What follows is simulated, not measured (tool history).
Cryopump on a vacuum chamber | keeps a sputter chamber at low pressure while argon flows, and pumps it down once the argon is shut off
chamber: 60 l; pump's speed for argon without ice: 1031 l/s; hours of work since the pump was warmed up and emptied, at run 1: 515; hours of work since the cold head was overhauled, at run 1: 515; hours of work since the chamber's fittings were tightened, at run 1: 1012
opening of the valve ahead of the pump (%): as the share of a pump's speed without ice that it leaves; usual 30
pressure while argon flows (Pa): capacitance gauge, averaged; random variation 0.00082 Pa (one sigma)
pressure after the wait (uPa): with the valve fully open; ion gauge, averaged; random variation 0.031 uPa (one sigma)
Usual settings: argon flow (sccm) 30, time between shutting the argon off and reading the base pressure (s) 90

| run | hour | argon flow (sccm) | time between shutting the argon off and reading the base pressure (s) | opening of the valve ahead of the pump (%) | hours of work since the pump was warmed up and emptied | hours of work since the cold head was overhauled | hours of work since the chamber's fittings were tightened | pressure while argon flows (Pa) | pressure after the wait (uPa) |
|---|---|---|---|---|---|---|---|---|---|
| 1 | 0.0 | 30 | 90 | 30 | 515 | 515 | 1012 | 0.1755 | 4.44 |
|  | 6.0 | leaking fittings of the chamber tightened, without venting |
| 2 | 10.8 | 30 | 90 | 30 | 522 | 522 | 4 | 0.1754 | 1.69 |
| 3 | 29.1 | 30 | 90 | 30 | 537 | 537 | 19 | 0.1779 | 1.70 |
| 4 | 46.0 | 30 | 90 | 30 | 551 | 551 | 33 | 0.1762 | 1.73 |
| 5 | 56.8 | 30 | 276 | 30 | 560 | 560 | 42 | 0.1783 | 0.96 |
| 6 | 70.9 | 30 | 90 | 30 | 571 | 571 | 53 | 0.1774 | 1.85 |
| 7 | 78.7 | 30 | 90 | 30 | 578 | 578 | 60 | 0.1774 | 1.82 |
| 8 | 87.0 | 30 | 90 | 38 | 585 | 585 | 66 | 0.1445 | 1.87 |
| 9 | 98.7 | 30 | 90 | 44 | 594 | 594 | 76 | 0.1259 | 1.94 |
| 10 | 117.1 | 30 | 90 | 44 | 609 | 609 | 91 | 0.1262 | 1.93 |
| 11 | 128.0 | 54 | 90 | 30 | 618 | 618 | 100 | 0.3210 | 2.02 |
| 12 | 139.1 | 54 | 90 | 30 | 627 | 627 | 109 | 0.3219 | 2.01 |
| 13 | 152.2 | 54 | 90 | 30 | 638 | 638 | 120 | 0.3222 | 2.05 |
| 14 | 162.6 | 30 | 90 | 30 | 647 | 647 | 128 | 0.1805 | 2.07 |
| 15 | 176.0 | 30 | 90 | 30 | 658 | 658 | 139 | 0.1804 | 2.02 |
| 16 | 184.3 | 46 | 90 | 30 | 664 | 664 | 146 | 0.2752 | 2.14 |
| 17 | 203.5 | 46 | 28 | 30 | 680 | 680 | 162 | 0.2780 | 4.95 |
| 18 | 219.2 | 37 | 234 | 35 | 693 | 693 | 175 | 0.1955 | 1.43 |
| 19 | 238.5 | 30 | 90 | 18 | 709 | 709 | 191 | 0.2913 | 2.21 |
| 20 | 255.7 | 30 | 90 | 18 | 723 | 723 | 205 | 0.2917 | 2.39 |
| 21 | 267.6 | 14 | 85 | 39 | 733 | 733 | 214 | 0.0671 | 2.41 |
| 22 | 282.6 | 14 | 85 | 39 | 745 | 745 | 227 | 0.0670 | 2.50 |
| 23 | 294.0 | 60 | 66 | 34 | 754 | 754 | 236 | 0.3318 | 2.85 |
| 24 | 306.3 | 28 | 153 | 35 | 764 | 764 | 246 | 0.1492 | 1.94 |
| 25 | 324.6 | 15 | 128 | 19 | 779 | 779 | 261 | 0.1392 | 2.17 |
| 26 | 343.7 | 14 | 114 | 49 | 795 | 795 | 277 | 0.0560 | 2.37 |
| 27 | 362.2 | 25 | 40 | 49 | 810 | 810 | 292 | 0.1009 | 4.23 |
| 28 | 372.8 | 25 | 40 | 49 | 819 | 819 | 301 | 0.1016 | 4.28 |
| 29 | 381.8 | 30 | 235 | 23 | 826 | 826 | 308 | 0.2372 | 1.96 |
| 30 | 400.4 | 38 | 235 | 17 | 841 | 841 | 323 | 0.3929 | 1.96 |
| 31 | 409.4 | 22 | 35 | 53 | 849 | 849 | 331 | 0.0842 | 4.74 |
| 32 | 421.0 | 35 | 90 | 30 | 858 | 858 | 340 | 0.2188 | 2.92 |
| 33 | 438.3 | 22 | 180 | 50 | 872 | 872 | 354 | 0.0890 | 2.31 |

Forecast each of these 3 alternatives for the next run:
| A | 448.5 | 30 | 96 | 19 | 881 | 881 | 363 | ? | ? |
| B | 448.5 | 48 | 225 | 55 | 881 | 881 | 363 | ? | ? |
| C | 448.5 | 30 | 293 | 30 | 881 | 881 | 363 | ? | ? |

| run | pressure while argon flows (Pa) | pressure after the wait (uPa) |
|---|---|---|
| A | 0.2847 | 2.80 |
| B | 0.1791 | 2.14 |
| C | 0.1883 | 2.16 |
Without the tool's hidden state the same runs would have given:
| run | pressure while argon flows (Pa) | pressure after the wait (uPa) |
|---|---|---|
| A | 0.2610 | 1.43 |
| B | 0.1416 | 0.79 |
| C | 0.1647 | 0.73 |

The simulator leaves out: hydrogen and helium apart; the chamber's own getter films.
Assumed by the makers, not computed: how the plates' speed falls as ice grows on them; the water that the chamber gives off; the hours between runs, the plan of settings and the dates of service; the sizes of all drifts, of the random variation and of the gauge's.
